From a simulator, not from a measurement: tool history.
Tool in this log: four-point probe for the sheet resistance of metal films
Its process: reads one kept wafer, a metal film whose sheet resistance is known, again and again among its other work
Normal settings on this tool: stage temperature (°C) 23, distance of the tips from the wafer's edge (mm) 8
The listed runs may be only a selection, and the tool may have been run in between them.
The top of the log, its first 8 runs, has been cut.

run,hour,stage temperature (°C),distance of the tips from the wafer's edge (mm),sheet resistance as the instrument gives it (ohm/square)
9,112.0,26,8,0.506113
10,125.7,26,8,0.505981
11,134.4,23,13,0.503314
12,148.7,34,13,0.498139
13,165.6,20,8,0.508956
14,180.4,19,8,0.509528
15,189.8,19,8,0.509281
16,208.9,19,8,0.509401
17,227.0,23,8,0.507527
18,241.1,23,8,0.507462
19,252.7,22,8,0.507820
20,270.1,22,8,0.508015
21,289.1,23,8,0.507732
22,298.8,23,38,0.501305
23,317.0,23,38,0.501212
24,332.8,24,39,0.500760
25,347.7,24,39,0.500767
26,364.7,19,31,0.503542
27,377.9,19,31,0.503356

For run 28, what comes out?
28,392.3,19,31,?

sheet resistance as the instrument gives it (ohm/square): 0.503493
With no hidden state in the tool, this same run would have given sheet resistance as the instrument gives it (ohm/square) 0.503678.

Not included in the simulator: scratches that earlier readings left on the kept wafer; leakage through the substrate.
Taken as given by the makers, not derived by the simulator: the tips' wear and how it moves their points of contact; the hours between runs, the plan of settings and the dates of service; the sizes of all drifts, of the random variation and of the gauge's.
